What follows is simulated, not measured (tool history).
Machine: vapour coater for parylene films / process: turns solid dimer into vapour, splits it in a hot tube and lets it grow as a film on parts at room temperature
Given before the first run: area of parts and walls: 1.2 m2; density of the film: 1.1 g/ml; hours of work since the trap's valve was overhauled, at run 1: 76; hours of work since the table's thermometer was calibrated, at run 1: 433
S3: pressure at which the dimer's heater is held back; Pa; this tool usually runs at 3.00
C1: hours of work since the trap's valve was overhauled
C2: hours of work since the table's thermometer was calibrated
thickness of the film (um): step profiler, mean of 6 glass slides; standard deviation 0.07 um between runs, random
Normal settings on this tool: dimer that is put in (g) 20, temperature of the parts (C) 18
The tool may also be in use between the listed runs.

Run 1, hour 0.0: usual settings; C1 76; C2 433. Result: thickness of the film (um) 8.16.
Run 2, hour 43.3: usual settings; C1 102; C2 458. Result: thickness of the film (um) 8.21.
Run 3, hour 97.3: usual settings; C1 134; C2 490. Result: thickness of the film (um) 8.09.
Run 4, hour 148.8: usual settings; C1 164; C2 521. Result: thickness of the film (um) 8.00.
Run 5, hour 185.1: usual settings; C1 186; C2 542. Result: thickness of the film (um) 8.08.
Run 6, hour 232.7: usual settings but temperature of the parts (C) 17; C1 214; C2 570. Result: thickness of the film (um) 8.31.
Run 7, hour 276.5: usual settings; C1 240; C2 596. Result: thickness of the film (um) 7.93.
Run 8, hour 312.3: usual settings; C1 261; C2 618. Result: thickness of the film (um) 7.91.
Run 9, hour 346.1: usual settings; C1 281; C2 638. Result: thickness of the film (um) 7.80.
Run 10, hour 376.3: usual settings but temperature of the parts (C) 10; C1 299; C2 655. Result: thickness of the film (um) 9.90.
Run 11, hour 402.9: usual settings but temperature of the parts (C) 10; C1 315; C2 671. Result: thickness of the film (um) 10.22.
Run 12, hour 444.9: usual settings; C1 339; C2 696. Result: thickness of the film (um) 7.69.
Run 13, hour 506.7: usual settings; C1 376; C2 733. Result: thickness of the film (um) 7.79.
Run 14, hour 568.7: usual settings; C1 413; C2 769. Result: thickness of the film (um) 7.67.
Run 15, hour 606.1: usual settings; C1 435; C2 792. Result: thickness of the film (um) 7.61.
Run 16, hour 648.0: usual settings; C1 460; C2 816. Result: thickness of the film (um) 7.52.
Run 17, hour 710.9: usual settings; C1 497; C2 854. Result: thickness of the film (um) 7.51.
Run 18, hour 743.7: usual settings but temperature of the parts (C) 25; C1 516; C2 873. Result: thickness of the film (um) 5.95.
Run 19, hour 781.5: usual settings; C1 539; C2 895. Result: thickness of the film (um) 7.39.
Run 20, hour 840.5: usual settings; C1 574; C2 930. Result: thickness of the film (um) 7.36.
At hour 888.2: trap's valve overhauled.
Run 21, hour 888.2: usual settings; C1 0; C2 956. Result: thickness of the film (um) 6.77.
Run 22, hour 924.2: usual settings; C1 21; C2 977. Result: thickness of the film (um) 6.77.
Run 23, hour 974.2: usual settings; C1 51; C2 1007. Result: thickness of the film (um) 6.67.
Run 24, hour 1008.3: usual settings but S3 10.88 Pa; C1 71; C2 1027. Result: thickness of the film (um) 5.36.
Run 25, hour 1068.6: usual settings but dimer that is put in (g) 30, temperature of the parts (C) 16, S3 10.61 Pa; C1 107; C2 1063. Result: thickness of the film (um) 8.44.
At hour 1094.5: trap's valve overhauled, once more.
Run 26, hour 1110.9: usual settings but dimer that is put in (g) 33, temperature of the parts (C) 15, S3 2.70 Pa; C1 10; C2 1086. Result: thickness of the film (um) 15.47.
Run 27, hour 1152.4: usual settings but dimer that is put in (g) 12, temperature of the parts (C) 11, S3 7.09 Pa; C1 34; C2 1110. Result: thickness of the film (um) 5.41.
Run 28, hour 1206.6: usual settings but dimer that is put in (g) 12, temperature of the parts (C) 11, S3 5.79 Pa; C1 66; C2 1142. Result: thickness of the film (um) 5.71.
Run 29, hour 1250.0: usual settings but dimer that is put in (g) 12, temperature of the parts (C) 11, S3 5.79 Pa; C1 92; C2 1168. Result: thickness of the film (um) 5.65.
Run 30, hour 1302.8: usual settings but dimer that is put in (g) 12, temperature of the parts (C) 19, S3 3.77 Pa; C1 123; C2 1199. Result: thickness of the film (um) 4.66.
Run 31, hour 1338.9: usual settings but temperature of the parts (C) 19, S3 2.69 Pa; C1 145; C2 1221. Result: thickness of the film (um) 8.25.
Run 32, hour 1377.7: usual settings but dimer that is put in (g) 18, temperature of the parts (C) 20, S3 9.72 Pa; C1 168; C2 1244. Result: thickness of the film (um) 5.66.
Run 33, hour 1434.6: usual settings but dimer that is put in (g) 8, temperature of the parts (C) 25; C1 201; C2 1277. Result: thickness of the film (um) 2.61.
Run 34, hour 1477.5: usual settings but dimer that is put in (g) 8, temperature of the parts (C) 25; C1 227; C2 1303. Result: thickness of the film (um) 2.60.
Run 35, hour 1540.1: usual settings but temperature of the parts (C) 14; C1 264; C2 1340. Result: thickness of the film (um) 9.27.
Run 36, hour 1573.8: usual settings but temperature of the parts (C) 16, S3 4.33 Pa; C1 284; C2 1360. Result: thickness of the film (um) 7.99.
Run 37, hour 1629.7: usual settings but dimer that is put in (g) 12, temperature of the parts (C) 28, S3 6.09 Pa; C1 317; C2 1393. Result: thickness of the film (um) 3.14.
Run 38, hour 1657.0: usual settings but dimer that is put in (g) 28, temperature of the parts (C) 14, S3 3.62 Pa; C1 333; C2 1409. Result: thickness of the film (um) 12.22.
Run 39, hour 1684.1: usual settings but dimer that is put in (g) 13, temperature of the parts (C) 22; C1 349; C2 1425. Result: thickness of the film (um) 4.59.
Run 40, hour 1745.1: usual settings but temperature of the parts (C) 15; C1 385; C2 1461. Result: thickness of the film (um) 8.57.
At hour 1771.7: table's thermometer calibrated.
Run 41, hour 1780.8: usual settings but dimer that is put in (g) 34, temperature of the parts (C) 10, S3 7.87 Pa; C1 406; C2 5. Result: thickness of the film (um) 14.00.
Run 42, hour 1835.7: usual settings but S3 5.22 Pa; C1 438; C2 38. Result: thickness of the film (um) 6.90.
Run 43, hour 1868.5: usual settings but dimer that is put in (g) 21, S3 6.75 Pa; C1 458; C2 57. Result: thickness of the film (um) 6.83.
Run 44, hour 1909.2: usual settings but dimer that is put in (g) 21, temperature of the parts (C) 11, S3 6.75 Pa; C1 482; C2 81. Result: thickness of the film (um) 8.37.
Run 45, hour 1971.8: usual settings but dimer that is put in (g) 14, temperature of the parts (C) 16, S3 2.87 Pa; C1 519; C2 118. Result: thickness of the film (um) 5.45.
Run 46, hour 2011.2: usual settings but dimer that is put in (g) 18, temperature of the parts (C) 14, S3 9.60 Pa; C1 542; C2 142. Result: thickness of the film (um) 6.12.
Run 47, hour 2076.9: usual settings but temperature of the parts (C) 22, S3 3.88 Pa; C1 581; C2 181. Result: thickness of the film (um) 6.25.

Here are 3 independent what-if runs from the current tool condition. What would each one return?
At hour 2112.5: trap's valve overhauled.
Run A, hour 2123.5: usual settings but temperature of the parts (C) 12, S3 3.88 Pa; C1 7; C2 206. Result: thickness of the film (um) ?.
At hour 2112.5: trap's valve overhauled.
Run B, hour 2123.5: usual settings but temperature of the parts (C) 17, S3 3.88 Pa; C1 7; C2 206. Result: thickness of the film (um) ?.
At hour 2112.5: trap's valve overhauled.
Run C, hour 2123.5: usual settings but dimer that is put in (g) 16, temperature of the parts (C) 20, S3 7.07 Pa; C1 7; C2 206. Result: thickness of the film (um) ?.

run  thickness of the film (um)
  A                        9.77
  B                        8.24
  C                        5.50
The same runs, with their run-to-run variation unchanged, on a tool lacking any hidden condition would have given:
run  thickness of the film (um)
  A                        9.77
  B                        8.23
  C                        5.50
